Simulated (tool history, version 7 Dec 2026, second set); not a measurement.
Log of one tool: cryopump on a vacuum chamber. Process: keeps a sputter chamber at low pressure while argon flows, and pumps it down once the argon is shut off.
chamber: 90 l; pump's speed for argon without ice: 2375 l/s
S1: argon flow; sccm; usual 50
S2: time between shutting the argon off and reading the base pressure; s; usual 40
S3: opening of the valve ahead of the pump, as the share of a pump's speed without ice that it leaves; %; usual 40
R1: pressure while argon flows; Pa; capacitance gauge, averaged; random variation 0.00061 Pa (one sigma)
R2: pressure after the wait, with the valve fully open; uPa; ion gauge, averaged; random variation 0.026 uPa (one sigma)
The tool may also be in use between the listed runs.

{"run": 1, "hour": 0.0, "S1": 50, "S2": 40, "S3": 40, "R1": 0.0934, "R2": 1.45}
{"run": 2, "hour": 26.2, "S1": 50, "S2": 40, "S3": 40, "R1": 0.0926, "R2": 1.54}
{"run": 3, "hour": 40.8, "S1": 50, "S2": 40, "S3": 52, "R1": 0.0722, "R2": 1.59}
{"run": 4, "hour": 54.6, "S1": 50, "S2": 40, "S3": 52, "R1": 0.0715, "R2": 1.48}
{"run": 5, "hour": 78.8, "S1": 50, "S2": 40, "S3": 52, "R1": 0.0729, "R2": 1.54}
{"run": 6, "hour": 93.3, "S1": 50, "S2": 40, "S3": 18, "R1": 0.2021, "R2": 1.53}
{"run": 7, "hour": 119.7, "S1": 50, "S2": 40, "S3": 18, "R1": 0.2037, "R2": 1.54}
{"run": 8, "hour": 133.1, "S1": 50, "S2": 40, "S3": 18, "R1": 0.2017, "R2": 1.53}
{"run": 9, "hour": 156.1, "S1": 70, "S2": 40, "S3": 40, "R1": 0.1315, "R2": 1.55}
{"run": 10, "hour": 178.8, "S1": 70, "S2": 104, "S3": 49, "R1": 0.1089, "R2": 0.95}
{"run": 11, "hour": 195.7, "S1": 24, "S2": 40, "S3": 39, "R1": 0.0466, "R2": 1.6}
{"run": 12, "hour": 217.7, "S1": 23, "S2": 40, "S3": 42, "R1": 0.0413, "R2": 1.58}
{"run": 13, "hour": 241.3, "S1": 23, "S2": 40, "S3": 42, "R1": 0.0416, "R2": 1.6}
{"run": 14, "hour": 258.1, "S1": 81, "S2": 74, "S3": 43, "R1": 0.1443, "R2": 1.17}
{"run": 15, "hour": 277.4, "S1": 66, "S2": 74, "S3": 15, "R1": 0.3198, "R2": 1.13}

Forecast each of these 3 alternatives for the next run:
{"run": "A", "hour": 295.5, "S1": 32, "S2": 74, "S3": 18, "R1": "?", "R2": "?"}
{"run": "B", "hour": 295.5, "S1": 53, "S2": 140, "S3": 58, "R1": "?", "R2": "?"}
{"run": "C", "hour": 295.5, "S1": 59, "S2": 28, "S3": 24, "R1": "?", "R2": "?"}

run=A R1=0.1308 R2=1.16
run=B R1=0.0708 R2=0.91
run=C R1=0.1819 R2=2.07
Without the tool's hidden state the same runs would have given:
run=A R1=0.1269 R2=0.69
run=B R1=0.0645 R2=0.43
run=C R1=0.1749 R2=1.6
